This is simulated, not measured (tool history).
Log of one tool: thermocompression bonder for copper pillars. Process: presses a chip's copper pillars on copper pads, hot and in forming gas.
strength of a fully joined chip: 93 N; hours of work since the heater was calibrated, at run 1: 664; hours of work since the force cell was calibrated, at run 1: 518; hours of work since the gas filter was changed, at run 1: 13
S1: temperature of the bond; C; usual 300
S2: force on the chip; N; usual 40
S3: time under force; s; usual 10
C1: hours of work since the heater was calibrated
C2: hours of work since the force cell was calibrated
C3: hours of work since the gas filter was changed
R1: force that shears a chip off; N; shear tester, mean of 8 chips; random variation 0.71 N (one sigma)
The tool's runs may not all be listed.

run    hour   S1  S2  S3    C1    C2   C3    R1
  1     0.0  300  40  10   664   518   13  49.5
  2    37.9  300  40  26   684   537   33  65.5
  3    78.6  300  29  26   706   559   54  47.9
  4   110.9  300  40  10   723   576   71  47.9
  5   146.0  300  46  10   741   594   90  52.6
  6   171.8  300  46  10   755   608  103  52.1
  7   199.6  295  40  10   769   622  118  43.2
  8   222.0  300  40  10   781   634  130  45.8
  9   264.3  300  40  10   803   656  152  45.5
 10   290.3  300  40  12   817   670  166  48.2
      324.9  -- forming gas filter changed
 11   332.7  300  40   8   839   692    4  45.8
 12   360.5  300  33  10   854   707   19  40.3
 13   400.6  300  40  10   875   728   40  49.1
 14   419.9  300  40  10   885   738   50  48.8
 15   460.1  300  40  10   906   759   71  48.0
 16   500.6  300  40  10   927   780   92  47.0
 17   535.2  300  31  10   945   799  111  36.0
 18   566.2  300  40  15   962   815  127  52.3
 19   603.1  300  40  15   981   834  146  51.5
 20   622.0  300  40  12   991   844  156  46.3
 21   651.5  328  40  10  1007   860  172  61.0
      675.7  -- forming gas filter changed
 22   685.7  328  40   5  1024   877    5  54.3
 23   709.8  328  40   5  1037   890   18  54.2
 24   730.5  326  32   7  1048   901   29  47.9
 25   763.4  326  32   7  1065   918   46  47.9
 26   796.1  326  32   7  1082   935   63  47.3
 27   834.6  326  32   7  1102   956   83  47.0
 28   860.0  326  32   7  1116   969   97  46.3
 29   896.9  326  29   5  1135   988  116  36.5
 30   939.9  310  39  22  1158  1011  139  62.1
 31   973.9  310  39  22  1176  1029  157  62.2
 32  1010.2  321  40   5  1195  1048  176  45.3
     1024.4  -- forming gas filter changed
 33  1033.3  287  43  10  1207  1060    5  43.7
 34  1053.2  302  28  10  1217  1070   15  34.8
 35  1073.3  294  36   7  1228  1081   26  35.1
 36  1101.4  300  59  14  1242  1096   40  70.5
 37  1121.5  316  59  14  1253  1106   51  79.6
 38  1141.1  295  25  25  1263  1116   61  35.9
 39  1172.9  300  40   7  1280  1133   78  40.8
 40  1190.5  300  32   5  1289  1142   87  28.4
 41  1212.5  317  40   6  1301  1154   99  48.2

How the hidden state differs across the entries between the runs, from the last listed run before each to the first after it:
Between runs 10 and 11: forming gas filter changed (hour 324.9)
  true temperature of the bond over the reading, C: -4.6 -> -4.7; force that reaches the chip, % of what is set: 103.6 -> 103.7; oxide that the forming gas leaves, % of the face: 9.76 -> 0.91
  measured less the result without the state, R1: -6.3 -> -1.5 N
Between runs 21 and 22: forming gas filter changed (hour 675.7)
  true temperature of the bond over the reading, C: -5.6 -> -5.7; force that reaches the chip, % of what is set: 104.5 -> 104.6; oxide that the forming gas leaves, % of the face: 10.49 -> 0.89
  measured less the result without the state, R1: -8.0 -> -1.4 N
Between runs 32 and 33: forming gas filter changed (hour 1024.4)
  true temperature of the bond over the reading, C: -6.6 -> -6.7; force that reaches the chip, % of what is set: 105.4 -> 105.5; oxide that the forming gas leaves, % of the face: 10.78 -> 0.86
  measured less the result without the state, R1: -6.8 -> -2.0 N
